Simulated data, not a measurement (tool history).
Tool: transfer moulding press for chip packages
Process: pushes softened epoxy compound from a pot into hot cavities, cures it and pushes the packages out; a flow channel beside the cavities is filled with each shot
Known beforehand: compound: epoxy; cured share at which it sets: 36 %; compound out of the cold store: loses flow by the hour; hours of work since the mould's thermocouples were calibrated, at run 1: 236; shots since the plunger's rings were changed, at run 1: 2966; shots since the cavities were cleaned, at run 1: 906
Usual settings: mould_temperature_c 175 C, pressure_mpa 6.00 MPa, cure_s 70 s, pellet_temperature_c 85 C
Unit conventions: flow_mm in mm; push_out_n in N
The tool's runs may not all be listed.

run,hour,mould_temperature_c,pressure_mpa,cure_s,pellet_temperature_c,hours of work since the mould's thermocouples were calibrated,shots since the plunger's rings were changed,shots since the cavities were cleaned,incoming compound's hours out of the cold store,flow_mm,push_out_n
1,0.0,175,6.00,70,85,236,2966,906,44.1,537,1213
# hour 5.4: cavities cleaned with cleaning compound and waxed
2,52.8,175,6.00,70,85,275,3789,760,38.9,541,1244
# hour 65.5: cavities cleaned with cleaning compound and waxed
# hour 99.8: cavities cleaned with cleaning compound and waxed, once more
3,102.4,175,6.00,70,85,310,4539,43,45.4,528,692
4,125.2,170,6.00,70,85,327,4906,410,27.2,561,1619
# hour 158.5: cavities cleaned with cleaning compound and waxed
# hour 168.2: mould's thermocouples calibrated
5,173.1,175,6.00,70,85,4,5618,201,33.5,536,963
6,204.3,175,5.58,70,85,27,6119,702,25.0,536,1222
# hour 220.4: cavities cleaned with cleaning compound and waxed
7,230.6,175,5.58,70,85,46,6518,163,28.6,520,875
# hour 238.0: plunger's sealing rings changed
# hour 283.7: cavities cleaned with cleaning compound and waxed
8,287.7,175,5.58,70,85,86,775,65,21.5,582,769
9,313.5,175,6.00,70,85,106,1190,480,23.8,584,1158
# hour 342.2: cavities cleaned with cleaning compound and waxed
10,342.2,175,7.44,70,85,126,1626,0,21.5,658,643
11,367.9,170,6.00,70,85,145,2039,413,12.1,618,1685
12,394.4,170,6.00,70,85,165,2465,839,47.0,544,1648
# hour 400.9: cavities cleaned with cleaning compound and waxed
13,417.7,170,6.00,70,85,182,2814,270,10.8,613,1496
14,454.5,175,6.00,70,85,210,3407,863,19.6,575,1240
# hour 462.1: cavities cleaned with cleaning compound and waxed
15,480.3,175,6.00,70,85,228,3797,293,37.6,540,991
16,508.3,175,6.00,108,85,249,4247,743,30.7,550,796
# hour 521.8: cavities cleaned with cleaning compound and waxed
17,537.3,177,5.45,87,85,270,4688,249,47.7,499,592
18,578.3,177,5.45,87,85,301,5347,908,39.4,493,838
# hour 583.6: cavities cleaned with cleaning compound and waxed
19,619.7,178,6.00,61,85,331,5988,580,27.1,537,1402
# hour 645.8: cavities cleaned with cleaning compound and waxed
# hour 654.7: mould's thermocouples calibrated
# hour 661.8: plunger's sealing rings changed
20,666.5,174,6.00,61,87,7,75,260,48.0,542,1407
21,706.5,174,6.00,93,83,37,718,903,28.7,580,877
# hour 712.8: cavities cleaned with cleaning compound and waxed
22,751.7,174,6.00,70,93,70,1421,627,31.3,574,1246
# hour 774.8: cavities cleaned with cleaning compound and waxed
23,797.3,175,5.80,80,85,104,2129,362,28.2,563,818
24,823.7,175,5.80,83,84,123,2553,786,23.4,571,914
# hour 833.6: cavities cleaned with cleaning compound and waxed
25,864.6,175,5.80,83,84,153,3186,499,39.5,524,829
# hour 895.1: cavities cleaned with cleaning compound and waxed
26,900.2,170,4.97,55,90,179,3733,82,40.4,495,1769
27,927.6,178,6.99,109,85,200,4174,523,31.5,596,694

Each row is a separate what-if for the run after 27, all from the same tool condition, not one after another. Results?
# hour 955.3: cavities cleaned with cleaning compound and waxed
A,961.6,175,6.00,63,78,224,4696,101,32.4,?,?
# hour 955.3: cavities cleaned with cleaning compound and waxed
B,961.6,178,6.99,109,85,224,4696,101,11.8,?,?
# hour 955.3: cavities cleaned with cleaning compound and waxed
C,961.6,175,6.49,70,88,224,4696,101,36.0,?,?
# hour 955.3: cavities cleaned with cleaning compound and waxed
D,961.6,171,6.00,86,90,224,4696,101,29.0,?,?

run,flow_mm,push_out_n
A,544,1055
B,624,512
C,556,805
D,557,656
Without the tool's hidden state the same runs would have given:
run,flow_mm,push_out_n
A,578,823
B,664,390
C,591,625
D,592,508
